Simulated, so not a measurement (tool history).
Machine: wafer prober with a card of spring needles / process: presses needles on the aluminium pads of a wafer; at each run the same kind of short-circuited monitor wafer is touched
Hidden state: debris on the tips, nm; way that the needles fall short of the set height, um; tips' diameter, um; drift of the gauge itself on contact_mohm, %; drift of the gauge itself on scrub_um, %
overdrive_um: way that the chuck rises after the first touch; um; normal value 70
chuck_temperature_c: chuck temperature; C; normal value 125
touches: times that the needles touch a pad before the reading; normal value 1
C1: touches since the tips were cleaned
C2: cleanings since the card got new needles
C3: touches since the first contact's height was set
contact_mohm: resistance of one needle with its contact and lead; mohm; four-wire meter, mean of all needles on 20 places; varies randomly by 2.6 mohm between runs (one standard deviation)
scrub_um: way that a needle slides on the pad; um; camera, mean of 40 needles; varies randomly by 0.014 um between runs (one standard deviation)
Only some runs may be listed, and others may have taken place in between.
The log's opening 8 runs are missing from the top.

{"run": 9, "hour": 81.5, "overdrive_um": 70, "chuck_temperature_c": 125, "touches": 2, "C1": 2559, "C2": 9, "C3": 67114, "contact_mohm": 320, "scrub_um": 13.2}
{"run": 10, "hour": 94.3, "overdrive_um": 70, "chuck_temperature_c": 125, "touches": 2, "C1": 5973, "C2": 9, "C3": 70528, "contact_mohm": 332, "scrub_um": 13.19}
{"hour": 96.8, "done": "tips cleaned on abrasive film"}
{"run": 11, "hour": 102.0, "overdrive_um": 71, "chuck_temperature_c": 125, "touches": 2, "C1": 1373, "C2": 10, "C3": 72548, "contact_mohm": 313, "scrub_um": 13.38}
{"run": 12, "hour": 113.2, "overdrive_um": 54, "chuck_temperature_c": 125, "touches": 1, "C1": 4386, "C2": 10, "C3": 75561, "contact_mohm": 369, "scrub_um": 10.13}
{"hour": 122.3, "done": "tips cleaned on abrasive film"}
{"run": 13, "hour": 126.6, "overdrive_um": 54, "chuck_temperature_c": 125, "touches": 1, "C1": 1165, "C2": 11, "C3": 79110, "contact_mohm": 331, "scrub_um": 10.15}
{"run": 14, "hour": 134.5, "overdrive_um": 54, "chuck_temperature_c": 125, "touches": 1, "C1": 3279, "C2": 11, "C3": 81224, "contact_mohm": 364, "scrub_um": 10.12}
{"run": 15, "hour": 146.2, "overdrive_um": 70, "chuck_temperature_c": 125, "touches": 2, "C1": 6397, "C2": 11, "C3": 84342, "contact_mohm": 333, "scrub_um": 13.17}
{"hour": 148.2, "done": "tips cleaned on abrasive film"}
{"run": 16, "hour": 158.1, "overdrive_um": 70, "chuck_temperature_c": 125, "touches": 2, "C1": 2630, "C2": 12, "C3": 87479, "contact_mohm": 324, "scrub_um": 13.15}
{"run": 17, "hour": 171.0, "overdrive_um": 68, "chuck_temperature_c": 37, "touches": 2, "C1": 6096, "C2": 12, "C3": 90945, "contact_mohm": 315, "scrub_um": 12.79}
{"hour": 173.1, "done": "tips cleaned on abrasive film"}
{"run": 18, "hour": 181.1, "overdrive_um": 68, "chuck_temperature_c": 37, "touches": 2, "C1": 2131, "C2": 13, "C3": 93615, "contact_mohm": 298, "scrub_um": 12.8}
{"run": 19, "hour": 193.7, "overdrive_um": 68, "chuck_temperature_c": 37, "touches": 3, "C1": 5484, "C2": 13, "C3": 96968, "contact_mohm": 290, "scrub_um": 12.78}
{"hour": 198.3, "done": "tips cleaned on abrasive film"}
{"run": 20, "hour": 202.1, "overdrive_um": 84, "chuck_temperature_c": 26, "touches": 1, "C1": 1005, "C2": 14, "C3": 99184, "contact_mohm": 286, "scrub_um": 15.82}
{"run": 21, "hour": 213.7, "overdrive_um": 70, "chuck_temperature_c": 25, "touches": 2, "C1": 4116, "C2": 14, "C3": 102295, "contact_mohm": 302, "scrub_um": 13.14}
{"run": 22, "hour": 221.9, "overdrive_um": 52, "chuck_temperature_c": 74, "touches": 2, "C1": 6310, "C2": 14, "C3": 104489, "contact_mohm": 349, "scrub_um": 9.73}
{"hour": 224.0, "done": "tips cleaned on abrasive film"}
{"run": 23, "hour": 231.7, "overdrive_um": 52, "chuck_temperature_c": 74, "touches": 2, "C1": 2058, "C2": 15, "C3": 107062, "contact_mohm": 320, "scrub_um": 9.7}
{"run": 24, "hour": 241.0, "overdrive_um": 69, "chuck_temperature_c": 42, "touches": 1, "C1": 4558, "C2": 15, "C3": 109562, "contact_mohm": 332, "scrub_um": 12.94}
{"hour": 249.0, "done": "tips cleaned on abrasive film"}
{"run": 25, "hour": 249.7, "overdrive_um": 60, "chuck_temperature_c": 125, "touches": 2, "C1": 170, "C2": 16, "C3": 111849, "contact_mohm": 310, "scrub_um": 11.22}
{"run": 26, "hour": 263.5, "overdrive_um": 65, "chuck_temperature_c": 27, "touches": 2, "C1": 3849, "C2": 16, "C3": 115528, "contact_mohm": 306, "scrub_um": 12.15}
{"hour": 274.4, "done": "tips cleaned on abrasive film"}
{"run": 27, "hour": 276.5, "overdrive_um": 74, "chuck_temperature_c": 41, "touches": 2, "C1": 559, "C2": 17, "C3": 118986, "contact_mohm": 281, "scrub_um": 13.85}
{"run": 28, "hour": 282.1, "overdrive_um": 74, "chuck_temperature_c": 41, "touches": 2, "C1": 2047, "C2": 17, "C3": 120474, "contact_mohm": 293, "scrub_um": 13.82}
{"run": 29, "hour": 291.6, "overdrive_um": 78, "chuck_temperature_c": 90, "touches": 1, "C1": 4601, "C2": 17, "C3": 123028, "contact_mohm": 334, "scrub_um": 14.59}
{"hour": 299.7, "done": "tips cleaned on abrasive film"}
{"run": 30, "hour": 304.4, "overdrive_um": 78, "chuck_temperature_c": 90, "touches": 1, "C1": 1258, "C2": 18, "C3": 126406, "contact_mohm": 310, "scrub_um": 14.61}
{"run": 31, "hour": 317.1, "overdrive_um": 61, "chuck_temperature_c": 68, "touches": 2, "C1": 4651, "C2": 18, "C3": 129799, "contact_mohm": 321, "scrub_um": 11.38}

5 ways to go on from here, each from the tool as it stands after run 31. What would each give?
{"hour": 325.3, "done": "tips cleaned on abrasive film"}
{"run": "A", "hour": 328.5, "overdrive_um": 52, "chuck_temperature_c": 68, "touches": 2, "C1": 875, "C2": 19, "C3": 132835, "contact_mohm": "?", "scrub_um": "?"}
{"hour": 325.3, "done": "tips cleaned on abrasive film"}
{"run": "B", "hour": 328.5, "overdrive_um": 61, "chuck_temperature_c": 26, "touches": 2, "C1": 875, "C2": 19, "C3": 132835, "contact_mohm": "?", "scrub_um": "?"}
{"hour": 325.3, "done": "tips cleaned on abrasive film"}
{"run": "C", "hour": 328.5, "overdrive_um": 64, "chuck_temperature_c": 31, "touches": 3, "C1": 875, "C2": 19, "C3": 132835, "contact_mohm": "?", "scrub_um": "?"}
{"hour": 325.3, "done": "tips cleaned on abrasive film"}
{"run": "D", "hour": 328.5, "overdrive_um": 85, "chuck_temperature_c": 68, "touches": 1, "C1": 875, "C2": 19, "C3": 132835, "contact_mohm": "?", "scrub_um": "?"}
{"hour": 325.3, "done": "tips cleaned on abrasive film"}
{"run": "E", "hour": 328.5, "overdrive_um": 83, "chuck_temperature_c": 125, "touches": 3, "C1": 875, "C2": 19, "C3": 132835, "contact_mohm": "?", "scrub_um": "?"}

run=A contact_mohm=308 scrub_um=9.67
run=B contact_mohm=289 scrub_um=11.36
run=C contact_mohm=284 scrub_um=11.93
run=D contact_mohm=294 scrub_um=15.91
run=E contact_mohm=306 scrub_um=15.54
Stripped of hidden state, with their random variation kept, the same runs would have yielded:
run=A contact_mohm=288 scrub_um=9.91
run=B contact_mohm=273 scrub_um=11.61
run=C contact_mohm=275 scrub_um=12.17
run=D contact_mohm=280 scrub_um=16.15
run=E contact_mohm=301 scrub_um=15.78
